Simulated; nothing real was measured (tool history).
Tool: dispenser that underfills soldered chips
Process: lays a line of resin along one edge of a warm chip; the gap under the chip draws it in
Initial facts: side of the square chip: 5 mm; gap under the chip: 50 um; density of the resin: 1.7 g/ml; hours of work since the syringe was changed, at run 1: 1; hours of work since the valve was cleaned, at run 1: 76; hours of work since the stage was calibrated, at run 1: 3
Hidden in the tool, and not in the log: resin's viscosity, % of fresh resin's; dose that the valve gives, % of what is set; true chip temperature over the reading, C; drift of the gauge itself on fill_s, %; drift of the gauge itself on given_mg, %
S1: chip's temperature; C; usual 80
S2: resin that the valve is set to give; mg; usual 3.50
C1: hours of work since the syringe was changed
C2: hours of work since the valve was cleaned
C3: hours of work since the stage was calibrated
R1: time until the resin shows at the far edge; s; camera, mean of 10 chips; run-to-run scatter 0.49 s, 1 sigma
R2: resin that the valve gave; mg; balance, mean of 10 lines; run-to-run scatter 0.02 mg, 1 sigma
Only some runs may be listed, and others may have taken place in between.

Run 1, day 0.000: usual settings; C1 1; C2 76; C3 3. Result: R1 43.8 s, R2 3.30 mg.
Run 2, day 0.304: usual settings; C1 6; C2 81; C3 8. Result: R1 61.8 s, R2 3.29 mg.
At day 0.558: dispensing valve cleaned and set on the balance.
At day 0.654: new syringe of resin.
Run 3, day 0.654: usual settings; C1 0; C2 1; C3 13. Result: R1 38.9 s, R2 3.48 mg.
Run 4, day 1.092: usual settings but S2 3.20 mg; C1 7; C2 9; C3 20. Result: R1 65.4 s, R2 3.19 mg.
At day 1.342: new syringe of resin.
Run 5, day 1.454: usual settings but S2 3.20 mg; C1 2; C2 14; C3 26. Result: R1 46.3 s, R2 3.18 mg.
Run 6, day 1.825: usual settings but S2 4.08 mg; C1 8; C2 21; C3 32. Result: R1 68.4 s, R2 4.03 mg.
At day 2.038: new syringe of resin.
Run 7, day 2.038: usual settings; C1 0; C2 24; C3 35. Result: R1 40.4 s, R2 3.49 mg.
Run 8, day 2.338: usual settings; C1 5; C2 29; C3 40. Result: R1 58.2 s, R2 3.42 mg.
At day 2.738: new syringe of resin.
Run 9, day 2.800: usual settings; C1 1; C2 36; C3 48. Result: R1 42.3 s, R2 3.41 mg.
Run 10, day 3.179: usual settings; C1 7; C2 43; C3 54. Result: R1 67.5 s, R2 3.36 mg.
At day 3.446: new syringe of resin.
Run 11, day 3.550: usual settings; C1 2; C2 48; C3 60. Result: R1 44.4 s, R2 3.41 mg.
Run 12, day 3.946: usual settings; C1 8; C2 55; C3 67. Result: R1 69.3 s, R2 3.37 mg.
At day 4.150: new syringe of resin.
Run 13, day 4.379: usual settings; C1 4; C2 62; C3 74. Result: R1 53.1 s, R2 3.37 mg.
Run 14, day 4.733: usual settings but S1 75 C, S2 3.57 mg; C1 10; C2 68; C3 79. Result: R1 93.6 s, R2 3.39 mg.
At day 4.850: new syringe of resin.
Run 15, day 5.142: usual settings but S1 75 C, S2 3.57 mg; C1 5; C2 74; C3 86. Result: R1 64.7 s, R2 3.38 mg.
Run 16, day 5.517: usual settings but S1 77 C; C1 11; C2 81; C3 92. Result: R1 94.1 s, R2 3.32 mg.
At day 5.567: new syringe of resin.
At day 5.812: dispensing valve cleaned and set on the balance.
Run 17, day 5.929: usual settings but S2 3.12 mg; C1 5; C2 2; C3 98. Result: R1 58.4 s, R2 3.15 mg.
Run 18, day 6.208: usual settings but S2 3.12 mg; C1 10; C2 7; C3 103. Result: R1 81.5 s, R2 3.06 mg.
At day 6.296: new syringe of resin.
Run 19, day 6.621: usual settings but S2 3.12 mg; C1 5; C2 13; C3 109. Result: R1 60.3 s, R2 3.11 mg.
Run 20, day 6.917: usual settings but S1 72 C, S2 4.49 mg; C1 10; C2 18; C3 114. Result: R1 106.7 s, R2 4.42 mg.
At day 7.004: new syringe of resin.
Run 21, day 7.383: usual settings but S1 72 C, S2 4.49 mg; C1 6; C2 26; C3 122. Result: R1 79.0 s, R2 4.39 mg.
At day 7.692: new syringe of resin.
Run 22, day 7.788: usual settings but S1 71 C, S2 4.26 mg; C1 2; C2 32; C3 128. Result: R1 63.1 s, R2 4.16 mg.
Run 23, day 8.025: usual settings but S1 93 C, S2 3.38 mg; C1 6; C2 36; C3 132. Result: R1 41.0 s, R2 3.29 mg.
Run 24, day 8.254: usual settings but S2 3.06 mg; C1 9; C2 40; C3 136. Result: R1 80.5 s, R2 2.97 mg.

What if the next run were any one of these 5? Each begins from the tool's condition after run 24:
At day 8.400: new syringe of resin.
Run A, day 8.542: usual settings but S1 87 C, S2 3.06 mg; C1 2; C2 44; C3 140. Result: R1 ?, R2 ?.
At day 8.400: new syringe of resin.
Run B, day 8.542: usual settings but S1 72 C, S2 3.00 mg; C1 2; C2 44; C3 140. Result: R1 ?, R2 ?.
At day 8.400: new syringe of resin.
Run C, day 8.542: usual settings but S2 3.23 mg; C1 2; C2 44; C3 140. Result: R1 ?, R2 ?.
At day 8.400: new syringe of resin.
Run D, day 8.542: usual settings but S1 71 C, S2 3.91 mg; C1 2; C2 44; C3 140. Result: R1 ?, R2 ?.
At day 8.400: new syringe of resin.
Run E, day 8.542: usual settings but S1 78 C, S2 3.06 mg; C1 2; C2 44; C3 140. Result: R1 ?, R2 ?.

run    R1    R2
  A  40.6  2.93
  B  65.1  2.90
  C  48.7  3.12
  D  65.6  3.76
  E  53.0  2.91
The same runs, with their run-to-run variation unchanged, on a tool lacking any hidden condition would have given:
run    R1    R2
  A  32.7  3.04
  B  52.3  3.00
  C  39.3  3.24
  D  52.9  3.90
  E  42.7  3.02
